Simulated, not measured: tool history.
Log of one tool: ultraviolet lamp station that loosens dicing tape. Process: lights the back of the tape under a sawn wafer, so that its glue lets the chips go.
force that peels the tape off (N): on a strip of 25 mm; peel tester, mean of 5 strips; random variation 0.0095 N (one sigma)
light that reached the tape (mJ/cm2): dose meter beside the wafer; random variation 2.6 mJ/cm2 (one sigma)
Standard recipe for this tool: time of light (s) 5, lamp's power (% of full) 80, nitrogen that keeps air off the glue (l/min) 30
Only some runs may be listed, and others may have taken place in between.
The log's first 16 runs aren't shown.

| run | hour | time of light (s) | lamp's power (% of full) | nitrogen that keeps air off the glue (l/min) | hours of work of the lamp | hours of work since the window was cleaned | force that peels the tape off (N) | light that reached the tape (mJ/cm2) |
|---|---|---|---|---|---|---|---|---|
| 17 | 693.5 | 5 | 78 | 30 | 523 | 462 | 0.441 | 321 |
| 18 | 751.3 | 5 | 78 | 30 | 565 | 505 | 0.415 | 321 |
| 19 | 785.4 | 5 | 80 | 30 | 590 | 530 | 0.413 | 333 |
| 20 | 820 | 5 | 80 | 30 | 616 | 555 | 0.425 | 331 |
| 21 | 866.8 | 5 | 80 | 30 | 650 | 589 | 0.403 | 326 |
| 22 | 908.2 | 5 | 80 | 11 | 680 | 620 | 0.959 | 328 |
|  | 915 | window cleaned of glue's vapour |
| 23 | 966.1 | 5 | 87 | 35 | 722 | 37 | 0.295 | 358 |
| 24 | 999.5 | 8 | 63 | 30 | 747 | 62 | 0.257 | 412 |
| 25 | 1051.2 | 8 | 63 | 30 | 785 | 100 | 0.248 | 421 |
|  | 1110.4 | lamp changed |
| 26 | 1110.7 | 8 | 63 | 11 | 0 | 143 | 0.62 | 415 |
| 27 | 1156.7 | 8 | 80 | 30 | 34 | 177 | 0.155 | 533 |
| 28 | 1185.6 | 8 | 80 | 30 | 55 | 198 | 0.165 | 530 |
| 29 | 1233.9 | 8 | 80 | 30 | 91 | 233 | 0.155 | 535 |
| 30 | 1286.5 | 3 | 80 | 58 | 129 | 272 | 0.686 | 197 |
| 31 | 1340.4 | 4 | 71 | 52 | 169 | 311 | 0.563 | 239 |
| 32 | 1368.5 | 4 | 71 | 52 | 189 | 332 | 0.546 | 239 |
| 33 | 1424.8 | 4 | 71 | 52 | 231 | 373 | 0.531 | 234 |
| 34 | 1477.7 | 4 | 71 | 19 | 269 | 412 | 1.222 | 238 |
| 35 | 1521.7 | 4 | 71 | 19 | 302 | 444 | 1.169 | 236 |
| 36 | 1561.2 | 10 | 71 | 19 | 331 | 473 | 0.186 | 584 |
| 37 | 1608.4 | 5 | 80 | 22 | 365 | 508 | 0.527 | 331 |
| 38 | 1643.3 | 5 | 80 | 14 | 391 | 534 | 0.793 | 330 |
| 39 | 1692.9 | 5 | 80 | 14 | 427 | 570 | 0.807 | 330 |
| 40 | 1722.2 | 3 | 80 | 14 | 449 | 591 | 1.78 | 199 |
|  | 1765.9 | window cleaned of glue's vapour |
| 41 | 1765.9 | 2 | 92 | 11 | 481 | 0 | 2.721 | 151 |

4 ways to go on from here, each from the tool as it stands after run 41. What would each give?
| A | 1791.8 | 2 | 94 | 27 | 500 | 19 | ? | ? |
| B | 1791.8 | 5 | 90 | 18 | 500 | 19 | ? | ? |
| C | 1791.8 | 5 | 80 | 30 | 500 | 19 | ? | ? |
| D | 1791.8 | 3 | 92 | 28 | 500 | 19 | ? | ? |

| run | force that peels the tape off (N) | light that reached the tape (mJ/cm2) |
|---|---|---|
| A | 1.665 | 161 |
| B | 0.507 | 371 |
| C | 0.41 | 327 |
| D | 0.915 | 230 |
Stripped of hidden state, with their random variation kept, the same runs would have yielded:
| run | force that peels the tape off (N) | light that reached the tape (mJ/cm2) |
|---|---|---|
| A | 1.66 | 161 |
| B | 0.504 | 371 |
| C | 0.407 | 328 |
| D | 0.911 | 230 |
